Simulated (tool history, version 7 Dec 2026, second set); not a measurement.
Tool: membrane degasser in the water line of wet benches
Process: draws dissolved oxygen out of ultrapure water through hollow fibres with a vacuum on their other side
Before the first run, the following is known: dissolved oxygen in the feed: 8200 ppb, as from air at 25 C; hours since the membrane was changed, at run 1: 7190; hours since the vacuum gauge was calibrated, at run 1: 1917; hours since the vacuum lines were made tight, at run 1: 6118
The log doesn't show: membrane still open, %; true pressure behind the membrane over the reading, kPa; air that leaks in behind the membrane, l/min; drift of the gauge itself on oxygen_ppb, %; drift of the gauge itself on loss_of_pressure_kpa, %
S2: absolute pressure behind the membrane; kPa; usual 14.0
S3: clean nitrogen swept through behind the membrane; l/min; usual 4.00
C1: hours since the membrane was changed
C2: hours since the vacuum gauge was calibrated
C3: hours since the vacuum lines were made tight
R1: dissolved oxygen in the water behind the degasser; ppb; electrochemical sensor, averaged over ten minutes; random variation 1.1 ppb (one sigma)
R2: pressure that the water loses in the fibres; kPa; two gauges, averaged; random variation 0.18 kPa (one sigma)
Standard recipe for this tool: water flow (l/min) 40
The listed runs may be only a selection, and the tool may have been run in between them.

{"run": 1, "day": 0.0, "water flow (l/min)": 40, "S2": 14.0, "S3": 4.0, "C1": 7190, "C2": 1917, "C3": 6118, "R1": 264.5, "R2": 33.58}
{"run": 2, "day": 5.871, "water flow (l/min)": 40, "S2": 14.0, "S3": 5.46, "C1": 7331, "C2": 2058, "C3": 6259, "R1": 202.1, "R2": 33.69}
{"day": 8.596, "done": "seals of the vacuum lines changed"}
{"run": 3, "day": 12.862, "water flow (l/min)": 40, "S2": 14.0, "S3": 5.46, "C1": 7496, "C2": 2224, "C3": 102, "R1": 200.9, "R2": 33.9}
{"run": 4, "day": 21.567, "water flow (l/min)": 40, "S2": 14.0, "S3": 5.46, "C1": 7705, "C2": 2433, "C3": 311, "R1": 201.7, "R2": 33.86}
{"run": 5, "day": 29.612, "water flow (l/min)": 57, "S2": 14.0, "S3": 4.0, "C1": 7898, "C2": 2626, "C3": 504, "R1": 382.0, "R2": 48.15}
{"run": 6, "day": 37.329, "water flow (l/min)": 57, "S2": 14.0, "S3": 4.0, "C1": 8084, "C2": 2811, "C3": 690, "R1": 378.9, "R2": 48.3}
{"run": 7, "day": 43.733, "water flow (l/min)": 40, "S2": 14.0, "S3": 4.0, "C1": 8237, "C2": 2965, "C3": 843, "R1": 265.8, "R2": 33.79}
{"run": 8, "day": 53.988, "water flow (l/min)": 40, "S2": 14.0, "S3": 4.0, "C1": 8483, "C2": 3211, "C3": 1089, "R1": 266.6, "R2": 34.27}
{"run": 9, "day": 65.138, "water flow (l/min)": 40, "S2": 14.0, "S3": 2.17, "C1": 8751, "C2": 3479, "C3": 1357, "R1": 448.2, "R2": 34.22}
{"run": 10, "day": 70.288, "water flow (l/min)": 40, "S2": 14.0, "S3": 2.17, "C1": 8875, "C2": 3602, "C3": 1481, "R1": 449.8, "R2": 34.0}
{"run": 11, "day": 77.742, "water flow (l/min)": 40, "S2": 14.0, "S3": 2.17, "C1": 9054, "C2": 3781, "C3": 1660, "R1": 451.7, "R2": 34.14}
{"run": 12, "day": 85.05, "water flow (l/min)": 40, "S2": 12.9, "S3": 2.17, "C1": 9229, "C2": 3957, "C3": 1835, "R1": 410.7, "R2": 34.29}
{"run": 13, "day": 95.062, "water flow (l/min)": 40, "S2": 12.9, "S3": 2.17, "C1": 9469, "C2": 4197, "C3": 2075, "R1": 413.0, "R2": 34.26}
{"run": 14, "day": 100.171, "water flow (l/min)": 40, "S2": 12.9, "S3": 2.17, "C1": 9592, "C2": 4320, "C3": 2198, "R1": 412.3, "R2": 34.28}
{"day": 101.075, "done": "vacuum gauge calibrated"}
{"run": 15, "day": 109.346, "water flow (l/min)": 40, "S2": 14.0, "S3": 4.0, "C1": 9812, "C2": 199, "C3": 2418, "R1": 271.1, "R2": 34.61}
{"run": 16, "day": 118.238, "water flow (l/min)": 26, "S2": 14.0, "S3": 4.0, "C1": 10025, "C2": 412, "C3": 2631, "R1": 180.1, "R2": 22.6}
{"run": 17, "day": 124.825, "water flow (l/min)": 40, "S2": 14.0, "S3": 9.34, "C1": 10183, "C2": 570, "C3": 2789, "R1": 132.7, "R2": 34.59}
{"run": 18, "day": 133.512, "water flow (l/min)": 40, "S2": 14.0, "S3": 9.34, "C1": 10391, "C2": 779, "C3": 2998, "R1": 132.2, "R2": 34.33}
{"day": 140.933, "done": "vacuum gauge calibrated, once more"}
{"run": 19, "day": 144.679, "water flow (l/min)": 40, "S2": 14.0, "S3": 9.34, "C1": 10659, "C2": 90, "C3": 3265, "R1": 127.4, "R2": 34.61}
{"run": 20, "day": 154.754, "water flow (l/min)": 37, "S2": 8.5, "S3": 9.34, "C1": 10901, "C2": 332, "C3": 3507, "R1": 63.5, "R2": 32.36}
{"run": 21, "day": 161.4, "water flow (l/min)": 40, "S2": 16.0, "S3": 2.74, "C1": 11060, "C2": 491, "C3": 3666, "R1": 429.8, "R2": 34.99}
{"run": 22, "day": 166.775, "water flow (l/min)": 33, "S2": 33.1, "S3": 1.98, "C1": 11189, "C2": 620, "C3": 3795, "R1": 1022.4, "R2": 29.04}
{"run": 23, "day": 173.112, "water flow (l/min)": 40, "S2": 16.8, "S3": 8.82, "C1": 11341, "C2": 772, "C3": 3947, "R1": 164.5, "R2": 35.03}
{"run": 24, "day": 177.742, "water flow (l/min)": 49, "S2": 18.6, "S3": 1.99, "C1": 11452, "C2": 883, "C3": 4059, "R1": 789.5, "R2": 42.62}
{"run": 25, "day": 182.683, "water flow (l/min)": 49, "S2": 29.6, "S3": 4.07, "C1": 11571, "C2": 1002, "C3": 4177, "R1": 717.3, "R2": 42.73}
{"run": 26, "day": 189.85, "water flow (l/min)": 45, "S2": 14.5, "S3": 2.05, "C1": 11743, "C2": 1174, "C3": 4349, "R1": 543.0, "R2": 39.32}
{"day": 190.842, "done": "membrane cartridge changed"}
{"run": 27, "day": 201.175, "water flow (l/min)": 28, "S2": 11.4, "S3": 5.7, "C1": 248, "C2": 1442, "C3": 4617, "R1": 103.0, "R2": 22.44}
{"run": 28, "day": 208.212, "water flow (l/min)": 34, "S2": 9.6, "S3": 11.49, "C1": 417, "C2": 1611, "C3": 4786, "R1": 52.9, "R2": 27.05}
{"run": 29, "day": 217.479, "water flow (l/min)": 63, "S2": 10.2, "S3": 2.98, "C1": 639, "C2": 1833, "C3": 5008, "R1": 356.8, "R2": 49.83}
{"run": 30, "day": 222.617, "water flow (l/min)": 30, "S2": 14.7, "S3": 2.98, "C1": 763, "C2": 1956, "C3": 5132, "R1": 278.1, "R2": 24.11}
{"run": 31, "day": 230.358, "water flow (l/min)": 28, "S2": 12.6, "S3": 3.42, "C1": 948, "C2": 2142, "C3": 5317, "R1": 191.0, "R2": 22.28}
{"run": 32, "day": 239.179, "water flow (l/min)": 28, "S2": 12.6, "S3": 3.42, "C1": 1160, "C2": 2354, "C3": 5529, "R1": 190.6, "R2": 22.5}
{"run": 33, "day": 246.883, "water flow (l/min)": 58, "S2": 16.8, "S3": 10.38, "C1": 1345, "C2": 2539, "C3": 5714, "R1": 212.0, "R2": 46.35}

Below are 3 alternative next runs, each starting from the tool's condition after run 33. Predict each:
{"run": "A", "day": 254.842, "water flow (l/min)": 40, "S2": 23.9, "S3": 4.25, "C1": 1536, "C2": 2730, "C3": 5905, "R1": "?", "R2": "?"}
{"run": "B", "day": 254.842, "water flow (l/min)": 55, "S2": 18.9, "S3": 5.64, "C1": 1536, "C2": 2730, "C3": 5905, "R1": "?", "R2": "?"}
{"run": "C", "day": 254.842, "water flow (l/min)": 44, "S2": 16.8, "S3": 10.38, "C1": 1536, "C2": 2730, "C3": 5905, "R1": "?", "R2": "?"}

run=A R1=458.9 R2=31.92
run=B R1=379.2 R2=44.15
run=C R1=154.6 R2=35.39
Take away the tool's hidden state, keep each run's random variation, and the runs would have read:
run=A R1=446.4 R2=31.51
run=B R1=368.6 R2=43.60
run=C R1=148.9 R2=34.94

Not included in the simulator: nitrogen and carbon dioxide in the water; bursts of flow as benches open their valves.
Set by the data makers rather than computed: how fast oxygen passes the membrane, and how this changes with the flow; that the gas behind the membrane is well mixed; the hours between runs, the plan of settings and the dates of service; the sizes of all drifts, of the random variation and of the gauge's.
